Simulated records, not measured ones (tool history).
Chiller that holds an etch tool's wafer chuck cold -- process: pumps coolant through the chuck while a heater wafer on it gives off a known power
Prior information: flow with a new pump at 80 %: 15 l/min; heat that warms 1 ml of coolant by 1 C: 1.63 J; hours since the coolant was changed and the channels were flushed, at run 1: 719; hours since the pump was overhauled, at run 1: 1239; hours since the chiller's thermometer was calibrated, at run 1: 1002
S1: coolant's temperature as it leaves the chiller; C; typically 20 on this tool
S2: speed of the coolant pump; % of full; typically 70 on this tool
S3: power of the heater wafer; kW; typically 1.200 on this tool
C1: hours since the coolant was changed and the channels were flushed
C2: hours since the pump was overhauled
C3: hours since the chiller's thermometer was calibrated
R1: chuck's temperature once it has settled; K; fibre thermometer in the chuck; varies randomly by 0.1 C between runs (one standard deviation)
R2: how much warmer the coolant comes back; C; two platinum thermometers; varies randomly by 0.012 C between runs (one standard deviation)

run	hour	S1	S2	S3	C1	C2	C3	R1	R2
1	0.0	20	70	1.200	719	1239	1002	303.15	3.44
2	20.4	20	70	1.200	739	1260	1022	303.05	3.45
3	34.5	20	86	1.200	754	1274	1036	301.65	2.76
4	52.5	20	70	1.200	772	1292	1054	303.05	3.46
5	75.5	13	70	1.200	795	1315	1077	296.15	3.46
6	91.2	20	70	1.200	810	1331	1093	303.25	3.47
7	109.8	20	70	1.200	829	1349	1111	303.35	3.47
8	129.9	20	72	1.200	849	1369	1131	302.95	3.37
9	143.1	20	72	1.200	862	1383	1145	302.95	3.34
10	155.6	20	72	1.200	875	1395	1157	302.95	3.36
11	181.2	12	70	1.200	900	1421	1183	295.25	3.46
12	193.7	20	70	1.456	913	1433	1195	305.35	4.21
13	212.2	20	87	1.456	931	1452	1214	303.35	3.29
14	231.6	20	87	1.456	951	1471	1233	303.35	3.31
15	252.8	20	87	1.456	972	1492	1254	303.45	3.32
16	265.1	20	70	1.204	984	1505	1267	303.35	3.50
17	289.3	14	70	1.204	1008	1529	1291	297.25	3.46

Run 18 has not been measured yet. What should we expect?
18	319.2	20	70	1.386	1038	1559	1321	?	?

R1: 304.85 K
R2: 3.99 C
On a tool with no hidden condition, and with the same random variation, this run would have come out at R1 304.65 K, R2 3.94 C.
